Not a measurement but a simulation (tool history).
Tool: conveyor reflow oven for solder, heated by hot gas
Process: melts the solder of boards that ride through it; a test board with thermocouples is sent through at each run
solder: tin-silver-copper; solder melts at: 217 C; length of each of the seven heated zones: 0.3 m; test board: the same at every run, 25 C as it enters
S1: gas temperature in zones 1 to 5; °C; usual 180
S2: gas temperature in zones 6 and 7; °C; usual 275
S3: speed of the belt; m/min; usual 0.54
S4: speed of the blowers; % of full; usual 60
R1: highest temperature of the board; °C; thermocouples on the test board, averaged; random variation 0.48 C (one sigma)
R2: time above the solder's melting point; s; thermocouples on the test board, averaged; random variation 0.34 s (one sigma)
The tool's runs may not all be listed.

{"run": 1, "hour": 0.0, "S1": 180, "S2": 275, "S3": 0.54, "S4": 60, "R1": 259.2, "R2": 55.3}
{"run": 2, "hour": 73.9, "S1": 180, "S2": 265, "S3": 0.54, "S4": 60, "R1": 249, "R2": 51.2}
{"run": 3, "hour": 105.6, "S1": 180, "S2": 265, "S3": 0.54, "S4": 60, "R1": 249.5, "R2": 50.7}
{"run": 4, "hour": 164.5, "S1": 180, "S2": 275, "S3": 0.54, "S4": 60, "R1": 258.6, "R2": 56}
{"run": 5, "hour": 229.7, "S1": 180, "S2": 275, "S3": 0.471, "S4": 60, "R1": 261.5, "R2": 66.4}
{"run": 6, "hour": 262.3, "S1": 180, "S2": 275, "S3": 0.471, "S4": 60, "R1": 261.7, "R2": 66.7}
{"run": 7, "hour": 327.3, "S1": 180, "S2": 275, "S3": 0.471, "S4": 60, "R1": 261.6, "R2": 65.9}
{"run": 8, "hour": 365.8, "S1": 180, "S2": 275, "S3": 0.54, "S4": 72, "R1": 258.9, "R2": 56.8}
{"hour": 387.9, "done": "thermocouples of zones 6 and 7 changed"}
{"run": 9, "hour": 431.0, "S1": 180, "S2": 275, "S3": 0.54, "S4": 72, "R1": 261, "R2": 56.9}
{"run": 10, "hour": 504.9, "S1": 180, "S2": 268, "S3": 0.481, "S4": 60, "R1": 254.9, "R2": 61}
{"run": 11, "hour": 577.5, "S1": 180, "S2": 268, "S3": 0.481, "S4": 60, "R1": 254.5, "R2": 61.1}
{"run": 12, "hour": 623.0, "S1": 180, "S2": 268, "S3": 0.481, "S4": 60, "R1": 254.7, "R2": 61}
{"run": 13, "hour": 654.3, "S1": 180, "S2": 268, "S3": 0.54, "S4": 68, "R1": 252.2, "R2": 52.9}

5 ways to go on from here, each from the tool as it stands after run 13. What would each give?
{"run": "A", "hour": 707.5, "S1": 173, "S2": 268, "S3": 0.585, "S4": 68, "R1": "?", "R2": "?"}
{"run": "B", "hour": 707.5, "S1": 180, "S2": 290, "S3": 0.54, "S4": 77, "R1": "?", "R2": "?"}
{"run": "C", "hour": 707.5, "S1": 180, "S2": 268, "S3": 0.575, "S4": 81, "R1": "?", "R2": "?"}
{"run": "D", "hour": 707.5, "S1": 180, "S2": 264, "S3": 0.54, "S4": 62, "R1": "?", "R2": "?"}
{"run": "E", "hour": 707.5, "S1": 180, "S2": 275, "S3": 0.54, "S4": 89, "R1": "?", "R2": "?"}

run=A R1=248.5 R2=42.4
run=B R1=273.1 R2=62.7
run=C R1=251 R2=49.2
run=D R1=247 R2=48.4
run=E R1=260.6 R2=57.7
Without the tool's hidden state the same runs would have given:
run=A R1=252.4 R2=45
run=B R1=277 R2=63.1
run=C R1=254.7 R2=51.2
run=D R1=250.2 R2=50.6
run=E R1=264.3 R2=58.9
